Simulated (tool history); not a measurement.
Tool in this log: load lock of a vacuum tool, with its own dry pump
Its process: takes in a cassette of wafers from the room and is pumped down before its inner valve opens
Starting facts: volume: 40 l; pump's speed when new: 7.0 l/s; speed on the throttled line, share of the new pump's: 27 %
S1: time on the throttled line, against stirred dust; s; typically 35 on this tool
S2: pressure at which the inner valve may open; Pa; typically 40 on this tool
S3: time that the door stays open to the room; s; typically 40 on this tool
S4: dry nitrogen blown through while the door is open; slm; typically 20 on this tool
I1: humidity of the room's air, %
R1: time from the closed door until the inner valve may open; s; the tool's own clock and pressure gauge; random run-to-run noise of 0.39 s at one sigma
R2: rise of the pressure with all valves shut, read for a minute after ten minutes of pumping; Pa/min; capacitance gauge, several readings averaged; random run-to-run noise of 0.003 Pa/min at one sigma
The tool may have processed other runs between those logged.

{"run": 1, "hour": 0.0, "S1": 35, "S2": 40, "S3": 40, "S4": 20, "I1": 42.5, "R1": 71.3, "R2": 0.082}
{"run": 2, "hour": 461.6, "S1": 35, "S2": 40, "S3": 40, "S4": 20, "I1": 45.8, "R1": 71.3, "R2": 0.095}
{"run": 3, "hour": 732.6, "S1": 35, "S2": 40, "S3": 40, "S4": 20, "I1": 47.9, "R1": 71.7, "R2": 0.103}
{"run": 4, "hour": 1240.3, "S1": 22, "S2": 40, "S3": 40, "S4": 20, "I1": 44.7, "R1": 62.6, "R2": 0.115}
{"run": 5, "hour": 1797.5, "S1": 64, "S2": 40, "S3": 40, "S4": 20, "I1": 41.8, "R1": 92.5, "R2": 0.136}
{"run": 6, "hour": 2334.7, "S1": 64, "S2": 40, "S3": 40, "S4": 20, "I1": 45.9, "R1": 92.9, "R2": 0.154}
{"run": 7, "hour": 2907.9, "S1": 64, "S2": 40, "S3": 40, "S4": 20, "I1": 43.5, "R1": 92.8, "R2": 0.166}
{"run": 8, "hour": 3149.9, "S1": 64, "S2": 40, "S3": 40, "S4": 20, "I1": 43.8, "R1": 92.6, "R2": 0.172}
{"run": 9, "hour": 3613.1, "S1": 35, "S2": 40, "S3": 40, "S4": 32, "I1": 43, "R1": 71.7, "R2": 0.187}
{"run": 10, "hour": 4055.6, "S1": 35, "S2": 40, "S3": 40, "S4": 32, "I1": 47.6, "R1": 72.4, "R2": 0.203}
{"run": 11, "hour": 4548.5, "S1": 35, "S2": 40, "S3": 40, "S4": 32, "I1": 42, "R1": 72.6, "R2": 0.224}
{"run": 12, "hour": 4794.5, "S1": 35, "S2": 40, "S3": 40, "S4": 32, "I1": 43.9, "R1": 73, "R2": 0.235}
{"run": 13, "hour": 5287.3, "S1": 35, "S2": 37, "S3": 40, "S4": 20, "I1": 44.2, "R1": 73.2, "R2": 0.262}
{"run": 14, "hour": 5876.8, "S1": 35, "S2": 40, "S3": 40, "S4": 20, "I1": 41.6, "R1": 73, "R2": 0.283}
{"run": 15, "hour": 6173.8, "S1": 35, "S2": 31, "S3": 40, "S4": 20, "I1": 46.3, "R1": 74.3, "R2": 0.292}
{"run": 16, "hour": 6714.7, "S1": 35, "S2": 31, "S3": 40, "S4": 20, "I1": 47.4, "R1": 74.2, "R2": 0.317}
{"run": 17, "hour": 7115.1, "S1": 59, "S2": 40, "S3": 40, "S4": 20, "I1": 42.5, "R1": 90.4, "R2": 0.339}
{"run": 18, "hour": 7527.2, "S1": 59, "S2": 40, "S3": 40, "S4": 20, "I1": 45.6, "R1": 90.4, "R2": 0.358}
{"run": 19, "hour": 7929.0, "S1": 22, "S2": 40, "S3": 71, "S4": 20, "I1": 44.5, "R1": 65.1, "R2": 0.389}
{"run": 20, "hour": 8171.8, "S1": 22, "S2": 40, "S3": 71, "S4": 20, "I1": 46, "R1": 65.4, "R2": 0.398}
{"run": 21, "hour": 8565.3, "S1": 22, "S2": 40, "S3": 159, "S4": 8, "I1": 45.5, "R1": 65.3, "R2": 0.461}
{"run": 22, "hour": 8910.4, "S1": 22, "S2": 73, "S3": 159, "S4": 13, "I1": 45.5, "R1": 61.4, "R2": 0.471}
{"run": 23, "hour": 9200.8, "S1": 34, "S2": 38, "S3": 159, "S4": 13, "I1": 43.7, "R1": 73.8, "R2": 0.493}
{"run": 24, "hour": 9603.4, "S1": 35, "S2": 40, "S3": 209, "S4": 4, "I1": 43.3, "R1": 74.4, "R2": 0.529}
{"run": 25, "hour": 10172.0, "S1": 35, "S2": 43, "S3": 76, "S4": 5, "I1": 44.2, "R1": 74.4, "R2": 0.516}
{"run": 26, "hour": 10465.2, "S1": 26, "S2": 36, "S3": 68, "S4": 32, "I1": 44.9, "R1": 69.5, "R2": 0.537}
{"run": 27, "hour": 10864.5, "S1": 35, "S2": 60, "S3": 40, "S4": 28, "I1": 48.3, "R1": 72.6, "R2": 0.02}
{"run": 28, "hour": 11144.5, "S1": 21, "S2": 38, "S3": 236, "S4": 17, "I1": 45, "R1": 65.6, "R2": 0.071}
{"run": 29, "hour": 11593.6, "S1": 21, "S2": 38, "S3": 236, "S4": 17, "I1": 43.6, "R1": 65.3, "R2": 0.084}
{"run": 30, "hour": 12002.3, "S1": 31, "S2": 38, "S3": 73, "S4": 17, "I1": 43.6, "R1": 73.1, "R2": 0.04}
{"run": 31, "hour": 12575.5, "S1": 31, "S2": 38, "S3": 73, "S4": 17, "I1": 46.1, "R1": 73.5, "R2": 0.057}
{"run": 32, "hour": 12835.5, "S1": 21, "S2": 40, "S3": 209, "S4": 20, "I1": 41.3, "R1": 66.3, "R2": 0.093}
{"run": 33, "hour": 13163.1, "S1": 36, "S2": 66, "S3": 219, "S4": 20, "I1": 46.9, "R1": 73.2, "R2": 0.104}
{"run": 34, "hour": 13539.8, "S1": 36, "S2": 33, "S3": 219, "S4": 12, "I1": 48.6, "R1": 77.3, "R2": 0.124}
{"run": 35, "hour": 14041.6, "S1": 40, "S2": 40, "S3": 40, "S4": 26, "I1": 43.2, "R1": 79.3, "R2": 0.075}
{"run": 36, "hour": 14578.8, "S1": 40, "S2": 40, "S3": 40, "S4": 26, "I1": 43.4, "R1": 80.3, "R2": 0.09}

Not shown: 1 entry that the log had between the listed runs. Between which runs, and how does the tool's hidden state differ before and after?
From run 26 to run 27: door's seal changed, seat wiped (hour 10843)
  pump's speed, % of a new pump's: 88.6 -> 88.2; leak at the door's seal, Pa l/s: 0.3405 -> 0.0022
  measured value less the no-hidden-state value, R1: +4.9 -> +4.4 s; R2: +0.51 -> +0.001 Pa/min

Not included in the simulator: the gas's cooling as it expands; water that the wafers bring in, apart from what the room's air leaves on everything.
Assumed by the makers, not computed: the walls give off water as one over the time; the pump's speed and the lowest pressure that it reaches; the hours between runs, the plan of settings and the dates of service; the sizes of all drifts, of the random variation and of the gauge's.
